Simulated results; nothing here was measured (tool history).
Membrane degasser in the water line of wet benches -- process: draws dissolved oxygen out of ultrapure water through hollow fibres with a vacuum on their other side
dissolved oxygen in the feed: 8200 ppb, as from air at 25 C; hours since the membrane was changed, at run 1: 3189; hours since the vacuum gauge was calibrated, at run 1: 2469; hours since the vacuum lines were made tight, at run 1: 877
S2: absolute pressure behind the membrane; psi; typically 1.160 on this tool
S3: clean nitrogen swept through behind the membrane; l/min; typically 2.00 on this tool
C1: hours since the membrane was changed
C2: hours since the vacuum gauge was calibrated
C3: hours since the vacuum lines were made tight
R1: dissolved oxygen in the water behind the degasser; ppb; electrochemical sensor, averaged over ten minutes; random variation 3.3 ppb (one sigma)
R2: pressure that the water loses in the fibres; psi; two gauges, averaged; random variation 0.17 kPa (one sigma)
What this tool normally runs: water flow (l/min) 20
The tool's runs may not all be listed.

Run 1, day 0.000: usual settings; C1 3189; C2 2469; C3 877. Result: R1 347.2 ppb, R2 4.154 psi.
Run 2, day 7.508: usual settings; C1 3369; C2 2649; C3 1057. Result: R1 350.3 ppb, R2 4.187 psi.
Run 3, day 13.550: usual settings but S2 2.867 psi; C1 3514; C2 2794; C3 1202. Result: R1 588.4 ppb, R2 4.163 psi.
Run 4, day 18.875: usual settings; C1 3642; C2 2922; C3 1330. Result: R1 344.8 ppb, R2 4.197 psi.
Run 5, day 24.821: usual settings; C1 3784; C2 3065; C3 1472. Result: R1 342.6 ppb, R2 4.232 psi.
Run 6, day 28.654: usual settings but S2 2.192 psi; C1 3876; C2 3157; C3 1564. Result: R1 503.4 ppb, R2 4.158 psi.
Run 7, day 34.062: usual settings but water flow (l/min) 18; C1 4006; C2 3287; C3 1694. Result: R1 301.2 ppb, R2 3.787 psi.
Run 8, day 40.267: usual settings but S3 4.28 l/min; C1 4155; C2 3436; C3 1843. Result: R1 294.6 ppb, R2 4.184 psi.
Run 9, day 48.504: usual settings but S3 4.28 l/min; C1 4353; C2 3633; C3 2041. Result: R1 299.9 ppb, R2 4.263 psi.
Run 10, day 55.338: usual settings but S3 4.28 l/min; C1 4517; C2 3797; C3 2205. Result: R1 293.3 ppb, R2 4.181 psi.
Run 11, day 62.512: usual settings but S3 2.98 l/min; C1 4689; C2 3969; C3 2377. Result: R1 319.2 ppb, R2 4.186 psi.
Run 12, day 66.612: usual settings but water flow (l/min) 15; C1 4787; C2 4068; C3 2475. Result: R1 236.9 ppb, R2 3.168 psi.
Run 13, day 72.071: usual settings but water flow (l/min) 15; C1 4918; C2 4199; C3 2606. Result: R1 238.8 ppb, R2 3.184 psi.
Run 14, day 78.492: usual settings but water flow (l/min) 15; C1 5073; C2 4353; C3 2760. Result: R1 244.2 ppb, R2 3.160 psi.
Run 15, day 82.983: usual settings but water flow (l/min) 15; C1 5180; C2 4461; C3 2868. Result: R1 246.2 ppb, R2 3.188 psi.
Run 16, day 90.238: usual settings but water flow (l/min) 21, S2 1.610 psi, S3 4.36 l/min; C1 5354; C2 4635; C3 3042. Result: R1 361.2 ppb, R2 4.444 psi.
At day 91.004: vacuum gauge calibrated.
Run 17, day 99.212: usual settings but S2 2.116 psi, S3 3.52 l/min; C1 5569; C2 197; C3 3257. Result: R1 395.2 ppb, R2 4.244 psi.
Run 18, day 104.450: usual settings but water flow (l/min) 16, S2 1.105 psi, S3 5.44 l/min; C1 5695; C2 323; C3 3383. Result: R1 209.8 ppb, R2 3.423 psi.
Run 19, day 111.596: usual settings but water flow (l/min) 16, S2 1.105 psi, S3 5.44 l/min; C1 5867; C2 494; C3 3554. Result: R1 212.3 ppb, R2 3.434 psi.
Run 20, day 115.746: usual settings but water flow (l/min) 16, S2 1.105 psi, S3 5.44 l/min; C1 5966; C2 594; C3 3654. Result: R1 214.7 ppb, R2 3.404 psi.
At day 123.375: vacuum gauge calibrated, once more.
Run 21, day 123.838: usual settings but water flow (l/min) 31, S3 2.17 l/min; C1 6160; C2 11; C3 3848. Result: R1 608.0 ppb, R2 6.608 psi.
Run 22, day 132.808: usual settings but water flow (l/min) 16, S2 1.917 psi, S3 5.67 l/min; C1 6375; C2 226; C3 4063. Result: R1 250.3 ppb, R2 3.453 psi.
Run 23, day 139.783: usual settings but water flow (l/min) 24, S2 2.151 psi, S3 5.67 l/min; C1 6543; C2 394; C3 4230. Result: R1 443.3 ppb, R2 5.142 psi.
Run 24, day 148.142: usual settings but water flow (l/min) 24, S2 2.151 psi, S3 5.67 l/min; C1 6743; C2 594; C3 4431. Result: R1 451.6 ppb, R2 5.158 psi.
Run 25, day 153.233: usual settings but water flow (l/min) 13, S2 0.719 psi; C1 6865; C2 717; C3 4553. Result: R1 156.5 ppb, R2 2.811 psi.

Results per run with the tool's hidden condition removed, run-to-run variation unchanged:
The tool's hidden condition here consists of: membrane still open, %; true pressure behind the membrane over the reading, kPa; air that leaks in behind the membrane, l/min; drift of the gauge itself on oxygen_ppb, %; drift of the gauge itself on loss_of_pressure_kpa, %.
run     R1     R2
  1  327.1  4.058
  2  328.8  4.087
  3  567.1  4.060
  4  322.0  4.090
  5  318.9  4.121
  6  479.0  4.044
  7  278.6  3.680
  8  269.2  4.063
  9  272.9  4.134
 10  266.0  4.048
 11  290.0  4.048
 12  214.9  3.062
 13  216.1  3.075
 14  220.1  3.049
 15  221.5  3.075
 16  326.0  4.279
 17  359.9  4.080
 18  182.1  3.288
 19  183.5  3.297
 20  185.2  3.263
 21  553.3  6.325
 22  220.5  3.303
 23  396.7  4.910
 24  402.7  4.918
 25  131.9  2.679

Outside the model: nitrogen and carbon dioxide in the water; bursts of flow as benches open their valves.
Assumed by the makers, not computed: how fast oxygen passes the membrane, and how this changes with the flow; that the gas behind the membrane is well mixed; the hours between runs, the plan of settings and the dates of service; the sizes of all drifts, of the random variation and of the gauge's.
